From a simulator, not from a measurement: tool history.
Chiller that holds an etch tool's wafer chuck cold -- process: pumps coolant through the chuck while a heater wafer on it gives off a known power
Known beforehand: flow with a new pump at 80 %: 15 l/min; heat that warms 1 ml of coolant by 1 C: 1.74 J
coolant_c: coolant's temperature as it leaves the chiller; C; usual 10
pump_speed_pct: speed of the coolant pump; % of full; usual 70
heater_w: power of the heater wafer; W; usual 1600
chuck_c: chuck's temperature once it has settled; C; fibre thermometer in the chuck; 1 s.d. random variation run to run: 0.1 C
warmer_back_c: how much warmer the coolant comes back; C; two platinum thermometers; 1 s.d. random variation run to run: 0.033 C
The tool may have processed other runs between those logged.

run    hour  coolant_c  pump_speed_pct  heater_w  chuck_c  warmer_back_c
  1     0.0         10              70      1600     21.6           4.22
  2   188.2         10              67      1600     21.9           4.37
  3   332.2         10              75      1600     21.1           3.91
  4   457.5         10              75      1600     21.1           4.00
  5   649.5         10              70      1852     23.5           4.88
  6   832.7         10              70      1153     18.2           3.07
  7  1021.3         10              70      1600     21.5           4.26
     1116.6  -- chiller's thermometer calibrated
  8  1181.0         10              70      1600     21.4           4.20
  9  1304.7         10              70      1524     21.0           4.01
 10  1457.3         10              70      1524     21.0           4.04
 11  1583.9         10              70      1524     21.0           4.01
 12  1727.9         10              70      1600     21.5           4.26
 13  1914.9          9              70      1600     20.5           4.31
 14  2091.9          9              70      1600     20.5           4.32
 15  2272.5          3              70      1600     14.5           4.31
 16  2379.0          3              70      1600     14.7           4.30
 17  2588.3          3              70      2029     17.6           5.44
 18  2730.5         12              64       982     19.6           2.95
 19  2913.0         12              64       982     19.6           2.97
 20  3041.0          5              64       870     11.7           2.64
 21  3163.3         19              70      1600     30.6           4.37
 22  3280.6         19              70      1600     30.5           4.37
 23  3469.0         19              70      1600     30.4           4.33
     3538.6  -- coolant pump overhauled
 24  3630.6          4              76      1115     11.6           2.77
 25  3780.6         10              85      1600     20.3           3.62
 26  3896.4         11              73      1959     24.7           5.09
 27  4090.5         11              61      1959     26.2           6.01
 28  4278.4          3              70      1083     10.8           3.01
 29  4420.4         12              70      1074     19.8           2.97
 30  4559.8         20              63      1577     32.1           4.70
 31  4648.3         20              98       959     25.6           2.01

3 ways to go on from here, each from the tool as it stands after run 31. What would each give?
  A  4736.7         10              70       916        ?              ?
  B  4736.7         19              64      1257        ?              ?
  C  4736.7         20              71       959        ?              ?

run  chuck_c  warmer_back_c
  A     16.6           2.64
  B     28.3           3.76
  C     26.9           2.70
What these runs would have given with no unlogged condition in the tool:
run  chuck_c  warmer_back_c
  A     16.6           2.43
  B     28.2           3.55
  C     26.8           2.50
